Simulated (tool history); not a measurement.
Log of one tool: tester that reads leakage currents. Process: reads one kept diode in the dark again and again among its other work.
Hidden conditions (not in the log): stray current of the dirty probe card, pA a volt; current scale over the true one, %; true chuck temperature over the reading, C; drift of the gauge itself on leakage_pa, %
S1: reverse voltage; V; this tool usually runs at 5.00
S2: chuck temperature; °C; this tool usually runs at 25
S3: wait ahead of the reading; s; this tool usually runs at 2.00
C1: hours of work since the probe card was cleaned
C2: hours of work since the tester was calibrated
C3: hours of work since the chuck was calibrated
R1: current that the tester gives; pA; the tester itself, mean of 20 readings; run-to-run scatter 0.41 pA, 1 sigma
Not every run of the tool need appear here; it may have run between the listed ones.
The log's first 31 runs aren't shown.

| run | hour | S1 | S2 | S3 | C1 | C2 | C3 | R1 |
|---|---|---|---|---|---|---|---|---|
| 32 | 1463.1 | 3.56 | 25 | 1.28 | 2017 | 1816 | 321 | 119.54 |
| 33 | 1498.3 | 5.00 | 57 | 4.41 | 2033 | 1832 | 336 | 2252.82 |
| 34 | 1566.4 | 5.00 | 57 | 4.41 | 2062 | 1861 | 366 | 2256.40 |
| 35 | 1604.2 | 2.96 | 57 | 4.41 | 2078 | 1877 | 382 | 1719.46 |
| 36 | 1647.0 | 2.96 | 57 | 4.41 | 2097 | 1896 | 400 | 1718.45 |
| 37 | 1715.2 | 18.18 | 23 | 0.63 | 2126 | 1925 | 430 | 261.65 |
| 38 | 1761.0 | 1.35 | 25 | 0.51 | 2146 | 1945 | 449 | 70.73 |
| 39 | 1805.3 | 2.05 | 54 | 7.22 | 2165 | 1964 | 468 | 1116.20 |
| 40 | 1864.6 | 11.43 | 34 | 4.18 | 2190 | 1989 | 494 | 525.21 |
| 41 | 1903.0 | 4.23 | 25 | 2.00 | 2207 | 2006 | 510 | 134.92 |

Predict each of these 3 candidate next runs independently; none follows another, all start after run 41:
| A | 1939.4 | 4.23 | 25 | 6.65 | 2222 | 2021 | 526 | ? |
| B | 1939.4 | 5.58 | 32 | 3.08 | 2222 | 2021 | 526 | ? |
| C | 1939.4 | 18.88 | 25 | 1.62 | 2222 | 2021 | 526 | ? |

| run | R1 |
|---|---|
| A | 134.76 |
| B | 295.67 |
| C | 316.70 |
With no hidden state in the tool, these same runs would have given:
| run | R1 |
|---|---|
| A | 122.97 |
| B | 276.63 |
| C | 274.09 |
